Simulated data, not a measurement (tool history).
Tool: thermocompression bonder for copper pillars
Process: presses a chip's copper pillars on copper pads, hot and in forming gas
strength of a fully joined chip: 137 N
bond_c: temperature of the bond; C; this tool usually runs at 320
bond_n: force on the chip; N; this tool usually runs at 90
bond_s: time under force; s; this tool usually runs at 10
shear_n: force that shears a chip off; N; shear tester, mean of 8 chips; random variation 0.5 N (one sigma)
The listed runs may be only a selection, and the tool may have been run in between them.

| run | hour | bond_c | bond_n | bond_s | shear_n |
|---|---|---|---|---|---|
| 1 | 0.0 | 320 | 90 | 10 | 93.4 |
| 2 | 26.8 | 320 | 90 | 10 | 92.6 |
| 3 | 59.9 | 320 | 90 | 10 | 92.9 |
| 4 | 102.4 | 320 | 90 | 10 | 91.7 |
| 5 | 164.2 | 333 | 90 | 10 | 102.0 |
| 6 | 192.0 | 333 | 90 | 19 | 113.9 |
| 7 | 253.1 | 333 | 90 | 19 | 113.3 |
| 8 | 291.9 | 333 | 90 | 19 | 111.2 |
| 9 | 351.6 | 333 | 90 | 19 | 112.3 |
|  | 378.8 | forming gas filter changed |
| 10 | 391.4 | 333 | 90 | 19 | 119.6 |
| 11 | 447.2 | 320 | 90 | 10 | 95.2 |
| 12 | 475.4 | 320 | 90 | 10 | 95.0 |
|  | 496.6 | heater calibrated with a thermocouple chip |
| 13 | 512.2 | 320 | 90 | 10 | 99.4 |
| 14 | 565.9 | 320 | 90 | 10 | 100.7 |
| 15 | 592.4 | 320 | 61 | 10 | 80.5 |
| 16 | 638.8 | 320 | 90 | 10 | 97.5 |
|  | 645.3 | force cell calibrated |
| 17 | 701.4 | 320 | 90 | 10 | 98.5 |
| 18 | 743.6 | 320 | 90 | 10 | 98.7 |
| 19 | 799.9 | 320 | 75 | 10 | 89.9 |
| 20 | 839.1 | 320 | 115 | 10 | 107.7 |
| 21 | 869.6 | 330 | 118 | 10 | 116.2 |

Run 22 is up next; what results do you expect?
| 22 | 909.4 | 345 | 90 | 7 | ? |

Run 22 gave shear_n 107.7 N.
With the hidden condition absent and the run-to-run variation left alone, this run would have shown shear_n 111.1 N.

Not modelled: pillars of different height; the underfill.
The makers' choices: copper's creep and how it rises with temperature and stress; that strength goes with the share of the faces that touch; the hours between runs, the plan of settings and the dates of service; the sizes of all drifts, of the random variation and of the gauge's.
